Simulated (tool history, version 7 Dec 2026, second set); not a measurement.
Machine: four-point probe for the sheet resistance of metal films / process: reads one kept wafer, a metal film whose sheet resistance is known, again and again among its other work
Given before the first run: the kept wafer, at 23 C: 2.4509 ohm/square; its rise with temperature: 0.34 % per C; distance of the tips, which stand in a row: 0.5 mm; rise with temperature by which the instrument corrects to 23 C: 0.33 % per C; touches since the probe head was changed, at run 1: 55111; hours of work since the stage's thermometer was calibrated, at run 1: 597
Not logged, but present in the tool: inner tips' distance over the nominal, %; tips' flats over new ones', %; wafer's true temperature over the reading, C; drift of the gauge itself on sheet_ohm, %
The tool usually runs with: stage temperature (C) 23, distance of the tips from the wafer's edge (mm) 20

| run | hour | stage temperature (C) | distance of the tips from the wafer's edge (mm) | touches since the probe head was changed | hours of work since the stage's thermometer was calibrated | sheet resistance as the instrument gives it (ohm/square) |
|---|---|---|---|---|---|---|
| 1 | 0 | 23 | 20 | 55111 | 597 | 2.451741 |
| 2 | 57.7 | 23 | 20 | 58391 | 642 | 2.451359 |
| 3 | 124.4 | 23 | 20 | 62184 | 694 | 2.451108 |
| 4 | 191.9 | 23 | 20 | 66023 | 748 | 2.451392 |
| 5 | 256 | 23 | 20 | 69673 | 798 | 2.451525 |
| 6 | 322.5 | 19 | 20 | 73454 | 850 | 2.450737 |
| 7 | 359.7 | 19 | 20 | 75565 | 880 | 2.449666 |
| 8 | 402.9 | 19 | 20 | 78026 | 914 | 2.450637 |
| 9 | 460.4 | 23 | 20 | 81295 | 959 | 2.451696 |
| 10 | 511.4 | 23 | 20 | 84195 | 999 | 2.452122 |
| 11 | 584.2 | 23 | 20 | 88333 | 1056 | 2.451873 |
| 12 | 616.4 | 23 | 20 | 90164 | 1081 | 2.451881 |
| 13 | 662.2 | 23 | 20 | 92771 | 1118 | 2.451572 |
| 14 | 739.1 | 23 | 15 | 97143 | 1178 | 2.451734 |
| 15 | 772.8 | 23 | 20 | 99059 | 1205 | 2.45117 |
| 16 | 839.3 | 23 | 20 | 102843 | 1257 | 2.451043 |
| 17 | 886.9 | 23 | 20 | 105548 | 1294 | 2.451783 |
| 18 | 948.9 | 23 | 20 | 109077 | 1343 | 2.451593 |
| 19 | 985.7 | 21 | 20 | 111168 | 1372 | 2.451347 |
| 20 | 1025.7 | 21 | 4 | 113442 | 1404 | 2.470652 |
| 21 | 1084.6 | 22 | 20 | 116795 | 1450 | 2.451143 |
| 22 | 1156.8 | 22 | 20 | 120897 | 1507 | 2.45131 |
| 23 | 1213.5 | 22 | 20 | 124123 | 1551 | 2.450792 |
| 24 | 1280.5 | 28 | 23 | 127933 | 1604 | 2.451832 |
| 25 | 1348.1 | 23 | 63 | 131778 | 1657 | 2.450766 |
| 26 | 1412.2 | 19 | 18 | 135423 | 1708 | 2.450667 |
| 27 | 1446.9 | 28 | 58 | 137399 | 1735 | 2.452864 |
| 28 | 1484 | 28 | 58 | 139508 | 1764 | 2.453103 |
| 29 | 1547 | 26 | 21 | 143088 | 1814 | 2.452739 |
| 30 | 1610.1 | 21 | 10 | 146678 | 1863 | 2.453501 |
| 31 | 1646 | 21 | 10 | 148719 | 1892 | 2.454024 |
| 32 | 1679.5 | 33 | 22 | 150625 | 1918 | 2.45468 |
| 33 | 1732.6 | 33 | 22 | 153643 | 1960 | 2.454027 |
| 34 | 1784.3 | 19 | 31 | 156585 | 2000 | 2.45008 |
|  | 1792.4 | new probe head fitted |
| 35 | 1820.5 | 19 | 31 | 1594 | 2028 | 2.44996 |
| 36 | 1875.3 | 19 | 31 | 4715 | 2071 | 2.449108 |
| 37 | 1939 | 21 | 8 | 8335 | 2121 | 2.455969 |
| 38 | 1980.2 | 31 | 18 | 10678 | 2154 | 2.454038 |

Below are 3 alternative next runs, each starting from the tool's condition after run 38. Predict each:
| A | 2052.7 | 33 | 5 | 14801 | 2211 | ? |
| B | 2052.7 | 21 | 35 | 14801 | 2211 | ? |
| C | 2052.7 | 33 | 11 | 14801 | 2211 | ? |

| run | sheet resistance as the instrument gives it (ohm/square) |
|---|---|
| A | 2.468088 |
| B | 2.450111 |
| C | 2.456876 |
Without the tool's unlogged condition, the same runs would have read:
| run | sheet resistance as the instrument gives it (ohm/square) |
|---|---|
| A | 2.468085 |
| B | 2.450108 |
| C | 2.456872 |

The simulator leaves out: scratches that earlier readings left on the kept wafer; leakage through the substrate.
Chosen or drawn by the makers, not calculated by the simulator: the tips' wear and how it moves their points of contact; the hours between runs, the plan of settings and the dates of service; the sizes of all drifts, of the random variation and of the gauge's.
